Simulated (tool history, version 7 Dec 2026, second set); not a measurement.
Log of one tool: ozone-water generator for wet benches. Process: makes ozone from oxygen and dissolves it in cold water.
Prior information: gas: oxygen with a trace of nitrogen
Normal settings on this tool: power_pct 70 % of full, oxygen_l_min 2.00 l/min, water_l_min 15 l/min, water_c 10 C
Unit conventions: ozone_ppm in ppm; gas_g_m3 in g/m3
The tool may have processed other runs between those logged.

run	hour	power_pct	oxygen_l_min	water_l_min	water_c	ozone_ppm	gas_g_m3
1	0.0	70	2.00	15	10	12.8	227.1
2	90.3	83	2.00	15	10	14.9	261.6
3	221.0	83	2.00	15	10	14.5	262.5
4	325.3	83	2.00	15	10	14.6	261.0
5	427.9	70	2.00	15	8	12.6	224.3
6	562.1	70	2.00	15	8	12.6	224.2
# hour 674.0: contactor cleaned
7	691.3	70	2.00	15	8	13.5	221.4
8	823.3	70	2.00	15	8	13.4	221.0
9	928.2	70	2.00	15	8	13.3	221.4
10	1058.6	70	2.00	15	10	13.1	217.4
11	1128.1	70	2.00	15	10	13.1	216.3
12	1218.8	70	2.00	15	10	12.8	215.9
# hour 1226.9: water thermometer calibrated
13	1303.8	70	2.00	15	10	12.6	214.1
14	1438.7	70	2.00	15	10	12.8	214.0
15	1575.6	70	2.00	15	10	12.7	212.0
16	1695.7	70	2.00	12	10	15.7	210.1
17	1828.5	70	2.00	12	10	15.1	209.3
18	1922.1	48	1.86	15	6	9.1	160.1
19	2027.4	76	1.86	15	6	13.1	224.5
# hour 2114.2: water thermometer calibrated, once more
20	2114.2	76	1.86	15	6	12.8	223.5
21	2223.9	76	1.86	15	6	12.5	223.4
22	2297.1	76	1.48	15	6	11.4	240.2
23	2426.5	70	3.12	20	10	10.6	173.2
24	2493.4	70	1.49	15	8	10.4	223.2
25	2576.3	91	3.24	10	12	23.0	205.0
26	2717.9	70	3.13	15	10	13.6	169.7
27	2818.3	70	3.13	15	15	12.7	167.4
28	2929.4	63	2.00	12	10	13.2	181.7
29	2989.4	72	2.00	11	10	15.4	200.4
30	3137.4	64	2.43	15	10	11.3	169.8
# hour 3197.6: electrodes of the discharge changed
31	3261.7	75	2.43	13	15	18.8	261.4
32	3368.3	72	2.00	13	10	17.7	270.0

Below are 3 alternative next runs, each starting from the tool's condition after run 32. Predict each:
A	3435.4	72	2.92	13	10	?	?
B	3435.4	43	1.86	13	10	?	?
C	3435.4	72	2.00	11	10	?	?

run	ozone_ppm	gas_g_m3
A	20.4	235.9
B	10.5	171.3
C	20.7	268.6
What these runs would have given with no unlogged condition in the tool:
run	ozone_ppm	gas_g_m3
A	21.5	237.2
B	11.0	171.8
C	21.8	270.1
